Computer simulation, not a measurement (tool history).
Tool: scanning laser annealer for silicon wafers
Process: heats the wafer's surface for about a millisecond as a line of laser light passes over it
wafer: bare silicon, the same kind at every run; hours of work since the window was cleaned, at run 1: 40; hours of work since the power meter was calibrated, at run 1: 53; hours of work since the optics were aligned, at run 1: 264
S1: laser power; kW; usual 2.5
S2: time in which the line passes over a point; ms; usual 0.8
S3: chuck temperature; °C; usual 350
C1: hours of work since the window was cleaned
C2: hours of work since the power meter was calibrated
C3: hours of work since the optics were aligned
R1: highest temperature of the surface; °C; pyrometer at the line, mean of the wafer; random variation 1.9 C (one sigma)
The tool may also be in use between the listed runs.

{"run": 1, "hour": 0.0, "S1": 2.5, "S2": 0.8, "S3": 350, "C1": 40, "C2": 53, "C3": 264, "R1": 1091}
{"run": 2, "hour": 13.4, "S1": 2.66, "S2": 0.8, "S3": 350, "C1": 48, "C2": 60, "C3": 272, "R1": 1142}
{"run": 3, "hour": 29.3, "S1": 2.5, "S2": 0.8, "S3": 349, "C1": 57, "C2": 69, "C3": 281, "R1": 1093}
{"run": 4, "hour": 45.3, "S1": 2.5, "S2": 0.8, "S3": 349, "C1": 66, "C2": 78, "C3": 290, "R1": 1093}
{"run": 5, "hour": 59.4, "S1": 2.5, "S2": 0.8, "S3": 350, "C1": 74, "C2": 86, "C3": 298, "R1": 1087}
{"run": 6, "hour": 75.6, "S1": 2.5, "S2": 0.8, "S3": 350, "C1": 83, "C2": 96, "C3": 307, "R1": 1085}
{"run": 7, "hour": 93.6, "S1": 2.5, "S2": 0.8, "S3": 350, "C1": 94, "C2": 106, "C3": 317, "R1": 1084}
{"run": 8, "hour": 105.4, "S1": 2.5, "S2": 0.8, "S3": 377, "C1": 100, "C2": 113, "C3": 324, "R1": 1109}
{"run": 9, "hour": 126.0, "S1": 2.5, "S2": 0.93, "S3": 350, "C1": 112, "C2": 124, "C3": 336, "R1": 1133}
{"run": 10, "hour": 135.5, "S1": 2.5, "S2": 0.93, "S3": 350, "C1": 117, "C2": 130, "C3": 341, "R1": 1137}
{"run": 11, "hour": 154.3, "S1": 2.5, "S2": 0.8, "S3": 350, "C1": 128, "C2": 140, "C3": 352, "R1": 1084}
{"run": 12, "hour": 172.4, "S1": 2.5, "S2": 0.8, "S3": 350, "C1": 139, "C2": 151, "C3": 362, "R1": 1079}
{"run": 13, "hour": 184.4, "S1": 2.5, "S2": 0.8, "S3": 350, "C1": 145, "C2": 158, "C3": 369, "R1": 1080}
{"run": 14, "hour": 193.1, "S1": 2.5, "S2": 0.779, "S3": 350, "C1": 150, "C2": 162, "C3": 374, "R1": 1071}
{"run": 15, "hour": 212.2, "S1": 2.5, "S2": 0.779, "S3": 350, "C1": 161, "C2": 173, "C3": 385, "R1": 1070}
{"run": 16, "hour": 232.7, "S1": 2.447, "S2": 0.8, "S3": 350, "C1": 173, "C2": 185, "C3": 396, "R1": 1060}
{"run": 17, "hour": 253.7, "S1": 2.447, "S2": 0.8, "S3": 350, "C1": 185, "C2": 197, "C3": 408, "R1": 1058}
{"run": 18, "hour": 274.2, "S1": 2.5, "S2": 0.8, "S3": 319, "C1": 196, "C2": 209, "C3": 420, "R1": 1045}
{"run": 19, "hour": 292.8, "S1": 2.5, "S2": 0.8, "S3": 319, "C1": 207, "C2": 219, "C3": 431, "R1": 1044}
{"run": 20, "hour": 304.0, "S1": 2.5, "S2": 0.956, "S3": 318, "C1": 213, "C2": 226, "C3": 437, "R1": 1099}
{"run": 21, "hour": 325.4, "S1": 2.651, "S2": 0.926, "S3": 350, "C1": 226, "C2": 238, "C3": 449, "R1": 1174}
{"run": 22, "hour": 346.5, "S1": 2.651, "S2": 0.926, "S3": 350, "C1": 238, "C2": 250, "C3": 461, "R1": 1171}
{"run": 23, "hour": 355.9, "S1": 2.588, "S2": 0.8, "S3": 325, "C1": 243, "C2": 255, "C3": 467, "R1": 1072}
{"run": 24, "hour": 374.4, "S1": 2.339, "S2": 0.823, "S3": 373, "C1": 254, "C2": 266, "C3": 477, "R1": 1051}
{"run": 25, "hour": 385.7, "S1": 2.339, "S2": 0.823, "S3": 373, "C1": 260, "C2": 272, "C3": 484, "R1": 1049}
{"run": 26, "hour": 400.3, "S1": 2.193, "S2": 0.701, "S3": 337, "C1": 268, "C2": 280, "C3": 492, "R1": 923}
{"run": 27, "hour": 413.4, "S1": 2.193, "S2": 0.837, "S3": 355, "C1": 276, "C2": 288, "C3": 499, "R1": 988}
{"run": 28, "hour": 428.0, "S1": 2.605, "S2": 0.861, "S3": 371, "C1": 284, "C2": 296, "C3": 508, "R1": 1142}

5 ways to go on from here, each from the tool as it stands after run 28. What would each give?
{"run": "A", "hour": 439.7, "S1": 2.712, "S2": 0.705, "S3": 371, "C1": 291, "C2": 303, "C3": 514, "R1": "?"}
{"run": "B", "hour": 439.7, "S1": 2.524, "S2": 0.8, "S3": 350, "C1": 291, "C2": 303, "C3": 514, "R1": "?"}
{"run": "C", "hour": 439.7, "S1": 2.436, "S2": 0.8, "S3": 350, "C1": 291, "C2": 303, "C3": 514, "R1": "?"}
{"run": "D", "hour": 439.7, "S1": 2.605, "S2": 0.638, "S3": 371, "C1": 291, "C2": 303, "C3": 514, "R1": "?"}
{"run": "E", "hour": 439.7, "S1": 2.703, "S2": 0.77, "S3": 386, "C1": 291, "C2": 303, "C3": 514, "R1": "?"}

run=A R1=1109
run=B R1=1073
run=C R1=1043
run=D R1=1047
run=E R1=1151
Without the tool's hidden state the same runs would have given:
run=A R1=1148
run=B R1=1112
run=C R1=1080
run=D R1=1083
run=E R1=1191
